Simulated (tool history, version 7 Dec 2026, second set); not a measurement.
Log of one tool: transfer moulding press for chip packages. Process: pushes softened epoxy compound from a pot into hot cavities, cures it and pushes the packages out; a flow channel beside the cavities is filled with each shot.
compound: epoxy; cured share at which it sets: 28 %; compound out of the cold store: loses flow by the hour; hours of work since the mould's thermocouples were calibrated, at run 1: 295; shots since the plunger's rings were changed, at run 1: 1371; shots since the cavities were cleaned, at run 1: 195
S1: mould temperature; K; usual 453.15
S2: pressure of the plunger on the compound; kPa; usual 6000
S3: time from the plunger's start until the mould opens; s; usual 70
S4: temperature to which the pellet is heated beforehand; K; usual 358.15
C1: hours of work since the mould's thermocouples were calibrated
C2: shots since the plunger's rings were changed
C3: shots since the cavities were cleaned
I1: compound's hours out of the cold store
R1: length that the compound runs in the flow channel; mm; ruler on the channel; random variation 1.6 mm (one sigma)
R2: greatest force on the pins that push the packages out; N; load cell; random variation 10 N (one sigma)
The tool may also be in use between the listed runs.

{"run": 1, "hour": 0.0, "S1": 453.15, "S2": 6000, "S3": 70, "S4": 358.15, "C1": 295, "C2": 1371, "C3": 195, "I1": 25.6, "R1": 893, "R2": 471}
{"hour": 25.7, "done": "cavities cleaned with cleaning compound and waxed"}
{"run": 2, "hour": 29.0, "S1": 453.15, "S2": 6000, "S3": 70, "S4": 358.15, "C1": 308, "C2": 1650, "C3": 33, "I1": 26.5, "R1": 886, "R2": 478}
{"run": 3, "hour": 52.1, "S1": 453.15, "S2": 6000, "S3": 70, "S4": 358.15, "C1": 318, "C2": 1884, "C3": 267, "I1": 33.7, "R1": 850, "R2": 483}
{"hour": 71.3, "done": "cavities cleaned with cleaning compound and waxed"}
{"run": 4, "hour": 71.5, "S1": 453.15, "S2": 6000, "S3": 70, "S4": 358.15, "C1": 326, "C2": 2066, "C3": 2, "I1": 36.5, "R1": 829, "R2": 456}
{"run": 5, "hour": 95.0, "S1": 453.15, "S2": 6000, "S3": 70, "S4": 358.15, "C1": 337, "C2": 2305, "C3": 241, "I1": 38.8, "R1": 817, "R2": 461}
{"run": 6, "hour": 111.8, "S1": 453.15, "S2": 6000, "S3": 70, "S4": 358.15, "C1": 345, "C2": 2476, "C3": 412, "I1": 21.2, "R1": 918, "R2": 482}
{"hour": 115.4, "done": "cavities cleaned with cleaning compound and waxed"}
{"run": 7, "hour": 136.4, "S1": 453.15, "S2": 6000, "S3": 70, "S4": 358.15, "C1": 355, "C2": 2710, "C3": 213, "I1": 36.7, "R1": 833, "R2": 459}
{"hour": 159.9, "done": "cavities cleaned with cleaning compound and waxed"}
{"run": 8, "hour": 166.2, "S1": 453.15, "S2": 6000, "S3": 70, "S4": 358.15, "C1": 368, "C2": 2997, "C3": 64, "I1": 29.1, "R1": 871, "R2": 483}
{"run": 9, "hour": 196.9, "S1": 453.15, "S2": 6000, "S3": 70, "S4": 358.15, "C1": 382, "C2": 3309, "C3": 376, "I1": 15, "R1": 960, "R2": 499}
{"hour": 204.4, "done": "cavities cleaned with cleaning compound and waxed"}
{"run": 10, "hour": 235.6, "S1": 453.15, "S2": 6000, "S3": 70, "S4": 358.15, "C1": 399, "C2": 3687, "C3": 317, "I1": 8.4, "R1": 1003, "R2": 511}
{"hour": 250.3, "done": "plunger's sealing rings changed"}
{"hour": 251.8, "done": "cavities cleaned with cleaning compound and waxed"}
{"run": 11, "hour": 256.3, "S1": 453.15, "S2": 6000, "S3": 108, "S4": 358.15, "C1": 407, "C2": 45, "C3": 45, "I1": 30.2, "R1": 869, "R2": 317}
{"run": 12, "hour": 278.2, "S1": 453.15, "S2": 6000, "S3": 108, "S4": 358.15, "C1": 417, "C2": 268, "C3": 268, "I1": 32.9, "R1": 848, "R2": 316}
{"hour": 296.9, "done": "cavities cleaned with cleaning compound and waxed"}
{"run": 13, "hour": 312.3, "S1": 453.15, "S2": 6000, "S3": 108, "S4": 358.15, "C1": 431, "C2": 598, "C3": 156, "I1": 31.6, "R1": 861, "R2": 304}
{"hour": 340.7, "done": "cavities cleaned with cleaning compound and waxed"}
{"run": 14, "hour": 344.8, "S1": 453.15, "S2": 6000, "S3": 53, "S4": 358.15, "C1": 446, "C2": 914, "C3": 43, "I1": 20.1, "R1": 928, "R2": 1048}
{"run": 15, "hour": 374.7, "S1": 453.15, "S2": 5850, "S3": 70, "S4": 358.15, "C1": 459, "C2": 1217, "C3": 346, "I1": 13.8, "R1": 956, "R2": 490}
{"hour": 384.7, "done": "cavities cleaned with cleaning compound and waxed"}
{"run": 16, "hour": 406.6, "S1": 457.15, "S2": 5030, "S3": 99, "S4": 355.15, "C1": 473, "C2": 1526, "C3": 223, "I1": 44.9, "R1": 712, "R2": 301}
{"hour": 429.5, "done": "cavities cleaned with cleaning compound and waxed"}
{"run": 17, "hour": 436.2, "S1": 457.15, "S2": 5030, "S3": 99, "S4": 355.15, "C1": 486, "C2": 1811, "C3": 68, "I1": 34.7, "R1": 762, "R2": 304}
{"run": 18, "hour": 455.6, "S1": 446.15, "S2": 6560, "S3": 95, "S4": 366.15, "C1": 495, "C2": 2008, "C3": 265, "I1": 37.5, "R1": 881, "R2": 367}
{"hour": 474.3, "done": "cavities cleaned with cleaning compound and waxed"}
{"run": 19, "hour": 474.3, "S1": 460.15, "S2": 6020, "S3": 70, "S4": 358.15, "C1": 503, "C2": 2182, "C3": 0, "I1": 46.5, "R1": 764, "R2": 344}
{"run": 20, "hour": 499.7, "S1": 460.15, "S2": 6000, "S3": 70, "S4": 358.15, "C1": 514, "C2": 2440, "C3": 258, "I1": 46.6, "R1": 761, "R2": 326}
{"hour": 518.3, "done": "cavities cleaned with cleaning compound and waxed"}
{"run": 21, "hour": 518.3, "S1": 446.15, "S2": 5810, "S3": 100, "S4": 367.15, "C1": 522, "C2": 2613, "C3": 0, "I1": 36.2, "R1": 834, "R2": 359}
{"run": 22, "hour": 538.1, "S1": 446.15, "S2": 5810, "S3": 100, "S4": 367.15, "C1": 531, "C2": 2815, "C3": 202, "I1": 14.8, "R1": 965, "R2": 377}
{"hour": 563.8, "done": "cavities cleaned with cleaning compound and waxed"}
{"run": 23, "hour": 571.6, "S1": 446.15, "S2": 5810, "S3": 100, "S4": 367.15, "C1": 545, "C2": 3140, "C3": 80, "I1": 10.1, "R1": 996, "R2": 375}
{"run": 24, "hour": 602.5, "S1": 446.15, "S2": 5810, "S3": 100, "S4": 367.15, "C1": 560, "C2": 3453, "C3": 393, "I1": 27.4, "R1": 885, "R2": 355}
{"hour": 608.4, "done": "cavities cleaned with cleaning compound and waxed"}
{"run": 25, "hour": 630.6, "S1": 446.15, "S2": 5810, "S3": 100, "S4": 367.15, "C1": 572, "C2": 3724, "C3": 226, "I1": 19, "R1": 937, "R2": 367}
{"hour": 641.6, "done": "plunger's sealing rings changed"}
{"hour": 656.8, "done": "cavities cleaned with cleaning compound and waxed"}
{"run": 26, "hour": 670.1, "S1": 446.15, "S2": 5810, "S3": 100, "S4": 367.15, "C1": 588, "C2": 274, "C3": 136, "I1": 42.5, "R1": 802, "R2": 359}
{"run": 27, "hour": 696.4, "S1": 445.15, "S2": 6000, "S3": 70, "S4": 359.15, "C1": 600, "C2": 541, "C3": 403, "I1": 11.2, "R1": 1010, "R2": 931}
{"hour": 701.4, "done": "cavities cleaned with cleaning compound and waxed"}
{"run": 28, "hour": 717.2, "S1": 451.15, "S2": 4890, "S3": 70, "S4": 352.15, "C1": 609, "C2": 737, "C3": 160, "I1": 35.6, "R1": 762, "R2": 540}

How the hidden state differs across the entries between the runs, from the last listed run before each to the first after it:
Between runs 1 and 2: cavities cleaned with cleaning compound and waxed (hour 25.7)
  pressure that reaches the compound, % of what is set: 99.97 -> 99.96; grip of the stained cavities, % over clean ones': 0.3 -> 0.1
Between runs 3 and 4: cavities cleaned with cleaning compound and waxed (hour 71.3)
  grip of the stained cavities, % over clean ones': 0.4 -> 0
Between runs 6 and 7: cavities cleaned with cleaning compound and waxed (hour 115.4)
  pressure that reaches the compound, % of what is set: 99.95 -> 99.94; grip of the stained cavities, % over clean ones': 0.5 -> 0.3
Between runs 7 and 8: cavities cleaned with cleaning compound and waxed (hour 159.9)
  grip of the stained cavities, % over clean ones': 0.3 -> 0.1
Between runs 9 and 10: cavities cleaned with cleaning compound and waxed (hour 204.4)
  pressure that reaches the compound, % of what is set: 99.93 -> 99.92; grip of the stained cavities, % over clean ones': 0.5 -> 0.4
Between runs 10 and 11: plunger's sealing rings changed (hour 250.3); cavities cleaned with cleaning compound and waxed (hour 251.8)
  pressure that reaches the compound, % of what is set: 99.92 -> 100; grip of the stained cavities, % over clean ones': 0.4 -> 0.1
Between runs 12 and 13: cavities cleaned with cleaning compound and waxed (hour 296.9)
  grip of the stained cavities, % over clean ones': 0.4 -> 0.2
Between runs 13 and 14: cavities cleaned with cleaning compound and waxed (hour 340.7)
  pressure that reaches the compound, % of what is set: 99.99 -> 99.98; grip of the stained cavities, % over clean ones': 0.2 -> 0.1
Between runs 15 and 16: cavities cleaned with cleaning compound and waxed (hour 384.7)
  grip of the stained cavities, % over clean ones': 0.5 -> 0.3
Between runs 16 and 17: cavities cleaned with cleaning compound and waxed (hour 429.5)
  pressure that reaches the compound, % of what is set: 99.97 -> 99.96; grip of the stained cavities, % over clean ones': 0.3 -> 0.1
Between runs 18 and 19: cavities cleaned with cleaning compound and waxed (hour 474.3)
  grip of the stained cavities, % over clean ones': 0.4 -> 0
Between runs 20 and 21: cavities cleaned with cleaning compound and waxed (hour 518.3)
  grip of the stained cavities, % over clean ones': 0.3 -> 0
Between runs 22 and 23: cavities cleaned with cleaning compound and waxed (hour 563.8)
  grip of the stained cavities, % over clean ones': 0.3 -> 0.1
Between runs 24 and 25: cavities cleaned with cleaning compound and waxed (hour 608.4)
  true mould temperature over the reading, C: 0 -> -0.01; grip of the stained cavities, % over clean ones': 0.5 -> 0.3
Between runs 25 and 26: plunger's sealing rings changed (hour 641.6); cavities cleaned with cleaning compound and waxed (hour 656.8)
  pressure that reaches the compound, % of what is set: 99.93 -> 99.98; grip of the stained cavities, % over clean ones': 0.3 -> 0.2
Between runs 27 and 28: cavities cleaned with cleaning compound and waxed (hour 701.4)
  grip of the stained cavities, % over clean ones': 0.5 -> 0.3

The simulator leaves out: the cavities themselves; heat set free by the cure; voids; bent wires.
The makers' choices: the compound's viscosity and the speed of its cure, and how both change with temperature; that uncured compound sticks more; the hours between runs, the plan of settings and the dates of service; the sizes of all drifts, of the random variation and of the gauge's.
